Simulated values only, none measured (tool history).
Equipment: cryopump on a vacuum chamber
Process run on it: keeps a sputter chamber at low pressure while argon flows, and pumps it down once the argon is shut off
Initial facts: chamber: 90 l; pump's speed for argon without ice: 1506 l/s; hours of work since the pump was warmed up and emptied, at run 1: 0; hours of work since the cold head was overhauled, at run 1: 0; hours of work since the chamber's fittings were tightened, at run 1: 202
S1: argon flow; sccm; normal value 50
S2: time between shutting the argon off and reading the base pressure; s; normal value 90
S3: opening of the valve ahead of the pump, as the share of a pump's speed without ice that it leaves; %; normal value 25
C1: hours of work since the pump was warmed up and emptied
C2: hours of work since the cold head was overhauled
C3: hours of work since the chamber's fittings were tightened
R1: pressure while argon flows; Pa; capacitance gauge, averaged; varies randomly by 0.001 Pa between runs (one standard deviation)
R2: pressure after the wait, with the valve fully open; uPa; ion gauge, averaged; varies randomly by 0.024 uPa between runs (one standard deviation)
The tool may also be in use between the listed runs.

run	hour	S1	S2	S3	C1	C2	C3	R1	R2
1	0	50	90	25	0	0	202	0.2232	1.06
2	43.8	50	90	24	24	24	225	0.2334	1.09
3	120.3	50	90	24	66	66	267	0.2381	1.15
4	180.4	50	90	24	99	99	300	0.2389	1.13
5	248.3	50	90	25	136	136	337	0.233	1.18
6	329.8	39	181	29	180	180	382	0.1584	0.91
7	388.6	89	26	17	212	212	414	0.607	3.06
8	460.7	35	83	32	252	252	453	0.1347	1.43
9	531.3	50	90	24	290	290	491	0.2517	1.39
10	586.7	50	90	24	320	320	522	0.2552	1.48

Consider 3 possible next runs. They are alternatives, not a sequence: every one starts from the tool as it was left by run 10. What does each give?
A	676.5	50	49	39	369	369	571	?	?
B	676.5	89	191	24	369	369	571	?	?
C	676.5	50	90	45	369	369	571	?	?

run	R1	R2
A	0.1719	2.16
B	0.4627	1.16
C	0.1504	1.59
The same runs, with their run-to-run variation unchanged, on a tool lacking any hidden condition would have given:
run	R1	R2
A	0.1459	1.51
B	0.4168	0.51
C	0.1246	0.92
